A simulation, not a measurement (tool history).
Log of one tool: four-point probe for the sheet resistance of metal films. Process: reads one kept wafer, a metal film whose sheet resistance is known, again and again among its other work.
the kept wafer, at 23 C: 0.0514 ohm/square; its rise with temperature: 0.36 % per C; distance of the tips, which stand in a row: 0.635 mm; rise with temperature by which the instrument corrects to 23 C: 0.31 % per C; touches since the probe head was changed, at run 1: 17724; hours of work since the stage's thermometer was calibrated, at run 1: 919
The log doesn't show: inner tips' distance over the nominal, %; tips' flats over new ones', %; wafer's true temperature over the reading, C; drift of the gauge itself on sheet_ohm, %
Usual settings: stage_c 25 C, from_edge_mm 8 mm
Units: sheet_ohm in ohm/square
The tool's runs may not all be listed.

run	hour	stage_c	from_edge_mm	touches since the probe head was changed	hours of work since the stage's thermometer was calibrated	sheet_ohm
1	0	25	8	17724	919	0.051632
2	8.5	25	8	18031	926	0.051608
3	15.7	25	8	18287	931	0.051617
4	28.2	25	32	18735	941	0.051472
5	42.4	25	32	19246	952	0.051464
6	56.9	25	32	19769	963	0.051492
7	68.4	20	60	20180	972	0.051326
8	80.7	20	25	20625	982	0.051334
9	92.7	35	63	21053	991	0.051702
10	108.4	20	8	21619	1003	0.051508
11	125.3	20	8	22224	1016	0.051486

Forecast each of these 3 alternatives for the next run:
A	139.8	20	68	22747	1027	?
B	139.8	26	5	22747	1027	?
C	139.8	27	73	22747	1027	?

run	sheet_ohm
A	0.051327
B	0.051913
C	0.051502
Without the tool's hidden state the same runs would have given:
run	sheet_ohm
A	0.05132
B	0.051906
C	0.051494
